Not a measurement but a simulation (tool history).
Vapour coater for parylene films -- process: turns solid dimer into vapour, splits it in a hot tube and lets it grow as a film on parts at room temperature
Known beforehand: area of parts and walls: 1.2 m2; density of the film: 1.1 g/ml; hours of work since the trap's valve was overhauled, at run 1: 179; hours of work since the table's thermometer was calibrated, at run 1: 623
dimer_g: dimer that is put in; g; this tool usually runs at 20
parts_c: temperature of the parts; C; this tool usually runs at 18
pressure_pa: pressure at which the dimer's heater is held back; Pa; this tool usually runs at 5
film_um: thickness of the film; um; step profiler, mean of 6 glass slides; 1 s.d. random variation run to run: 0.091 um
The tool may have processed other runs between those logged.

run,hour,dimer_g,parts_c,pressure_pa,hours of work since the trap's valve was overhauled,hours of work since the table's thermometer was calibrated,film_um
1,0,20,18,5,179,623,10.38
2,54.4,20,13,5,225,669,11.86
# hour 84.3: trap's valve overhauled
3,91.1,20,18,5.74,6,696,11.05
4,162.3,20,18,5.74,66,757,10.61
5,226.8,20,18,2.24,120,811,11.53
6,282.1,20,18,2.24,167,858,11.2
7,332.5,20,18,2.24,210,901,10.87
# hour 382.4: trap's valve overhauled
8,388.9,20,18,2.24,6,945,12.31
9,422.5,20,18,2.24,34,973,12.12
10,459.2,20,18,5,65,1004,10.98
11,530.5,20,29,5,125,1064,7.74
12,570.3,20,29,5,159,1098,7.51
13,599.9,20,29,5,184,1123,7.44
14,635.2,28,18,5,214,1153,14.45
# hour 680.3: trap's valve overhauled
15,680.3,20,18,5,0,1188,11.28
16,720.2,15,18,5,34,1221,8.43
17,779.3,15,18,5,84,1271,8.03
18,841.3,9,18,5,136,1324,4.88
19,889.8,9,18,5,177,1365,4.77
20,931.4,23,11,8.64,212,1400,13.79
21,971.6,10,14,3.93,246,1434,5.83
# hour 979.3: trap's valve overhauled
22,1024.4,10,15,3.78,38,1475,6.25
23,1061.9,10,15,3.78,70,1507,6.18
24,1120.7,21,18,6.65,119,1556,10.99
25,1170,20,18,2.24,161,1598,11.35
26,1214.8,20,18,2.24,199,1636,11.15
27,1260.3,9,26,5,238,1674,3.5
# hour 1278.6: trap's valve overhauled
28,1311.8,9,26,5,28,1715,3.94
# hour 1341.9: table's thermometer calibrated
29,1368.6,15,20,5,75,22,7.52
30,1438.1,27,15,3.19,134,81,16.1
31,1484.8,29,14,5.55,173,121,16.35
32,1556.1,29,14,5.55,234,181,16.07
# hour 1578: trap's valve overhauled
33,1631.1,35,12,4.37,45,241,23.17
34,1677.1,35,12,4.37,84,280,22.86
35,1744.5,16,18,9.62,141,337,7.91
36,1781.7,14,20,5.77,172,368,6.72
37,1838.3,15,20,3.1,220,416,7.44
# hour 1875.8: trap's valve overhauled
38,1895.3,15,20,3.1,16,461,8.1

Predict each of these 3 candidate next runs independently; none follows another, all start after run 38:
A,1955.9,15,20,3.95,68,512,?
B,1955.9,34,17,10.85,68,512,?
C,1955.9,16,19,3.11,68,512,?

run,film_um
A,7.83
B,17.47
C,8.68
Take away the tool's hidden state, keep each run's random variation, and the runs would have read:
run,film_um
A,8.08
B,18.02
C,8.96
